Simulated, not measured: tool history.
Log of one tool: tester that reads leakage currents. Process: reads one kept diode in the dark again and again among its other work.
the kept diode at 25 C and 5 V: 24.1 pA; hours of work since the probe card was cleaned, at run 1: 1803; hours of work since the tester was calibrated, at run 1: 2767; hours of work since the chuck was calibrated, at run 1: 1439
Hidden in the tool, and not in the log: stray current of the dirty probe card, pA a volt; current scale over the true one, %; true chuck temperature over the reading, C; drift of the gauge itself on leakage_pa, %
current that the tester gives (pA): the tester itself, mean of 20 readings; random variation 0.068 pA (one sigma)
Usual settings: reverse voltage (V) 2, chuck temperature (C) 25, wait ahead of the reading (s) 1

| run | hour | reverse voltage (V) | chuck temperature (C) | wait ahead of the reading (s) | hours of work since the probe card was cleaned | hours of work since the tester was calibrated | hours of work since the chuck was calibrated | current that the tester gives (pA) |
|---|---|---|---|---|---|---|---|---|
| 1 | 0 | 2 | 25 | 1 | 1803 | 2767 | 1439 | 19.76 |
| 2 | 171.3 | 3.29 | 25 | 1 | 1875 | 2839 | 1511 | 27.62 |
| 3 | 334 | 3.29 | 25 | 1 | 1943 | 2907 | 1579 | 27.8 |
| 4 | 490.5 | 3.29 | 25 | 1 | 2009 | 2973 | 1645 | 28.16 |
| 5 | 617.3 | 6.42 | 25 | 1 | 2062 | 3026 | 1698 | 44.74 |
| 6 | 704.2 | 6.42 | 25 | 1 | 2099 | 3063 | 1735 | 45.18 |
|  | 759 | chuck's temperature calibrated |
| 7 | 838.2 | 6.42 | 25 | 1 | 2154 | 3118 | 33 | 46.44 |
| 8 | 958.3 | 2 | 25 | 1 | 2205 | 3169 | 84 | 21.28 |
|  | 1068.5 | probe card cleaned and baked |
| 9 | 1074.1 | 2 | 25 | 1 | 2 | 3216 | 131 | 17.17 |
| 10 | 1190.9 | 2 | 25 | 1 | 51 | 3265 | 180 | 17.4 |
|  | 1293 | chuck's temperature calibrated, once more |
| 11 | 1346.3 | 2 | 25 | 1 | 116 | 3329 | 22 | 15.46 |
| 12 | 1461.2 | 2 | 25 | 7.79 | 164 | 3378 | 71 | 14.88 |
| 13 | 1574 | 2 | 25 | 7.79 | 211 | 3425 | 118 | 15.05 |
| 14 | 1665.1 | 2 | 25 | 7.79 | 250 | 3463 | 156 | 15.16 |
| 15 | 1740.1 | 2 | 25 | 7.79 | 281 | 3495 | 188 | 15.28 |
| 16 | 1853.6 | 8.45 | 25 | 0.68 | 329 | 3543 | 235 | 39.44 |
| 17 | 1929.4 | 2 | 25 | 2.23 | 361 | 3574 | 267 | 15.61 |
| 18 | 2086.5 | 2 | 25 | 2.23 | 427 | 3640 | 333 | 15.79 |
| 19 | 2172.2 | 12.43 | 49 | 4.82 | 463 | 3676 | 369 | 290.24 |
| 20 | 2269.2 | 12.43 | 49 | 4.82 | 504 | 3717 | 410 | 289.22 |
| 21 | 2438.5 | 12.43 | 49 | 4.82 | 575 | 3788 | 481 | 295.25 |
| 22 | 2579.1 | 12.43 | 49 | 8.55 | 634 | 3847 | 540 | 295.02 |
| 23 | 2737.7 | 12.43 | 49 | 8.55 | 700 | 3914 | 607 | 296.78 |
| 24 | 2901.1 | 2 | 25 | 3.07 | 769 | 3983 | 675 | 16.41 |
| 25 | 2988.9 | 7.38 | 25 | 0.81 | 806 | 4019 | 712 | 39.45 |
| 26 | 3126.4 | 1.31 | 33 | 1 | 864 | 4077 | 770 | 24.98 |

5 ways to go on from here, each from the tool as it stands after run 26. What would each give?
| A | 3196.6 | 5.2 | 25 | 0.63 | 893 | 4107 | 800 | ? |
| B | 3196.6 | 5.67 | 52 | 1.3 | 893 | 4107 | 800 | ? |
| C | 3196.6 | 5.43 | 25 | 1 | 893 | 4107 | 800 | ? |
| D | 3196.6 | 9.3 | 33 | 6.07 | 893 | 4107 | 800 | ? |
| E | 3196.6 | 1.31 | 20 | 1 | 893 | 4107 | 800 | ? |

| run | current that the tester gives (pA) |
|---|---|
| A | 32.71 |
| B | 242.29 |
| C | 32.21 |
| D | 77.64 |
| E | 9.15 |
Without the tool's hidden state the same runs would have given:
| run | current that the tester gives (pA) |
|---|---|
| A | 27.69 |
| B | 231.59 |
| C | 27.02 |
| D | 68.06 |
| E | 7.85 |

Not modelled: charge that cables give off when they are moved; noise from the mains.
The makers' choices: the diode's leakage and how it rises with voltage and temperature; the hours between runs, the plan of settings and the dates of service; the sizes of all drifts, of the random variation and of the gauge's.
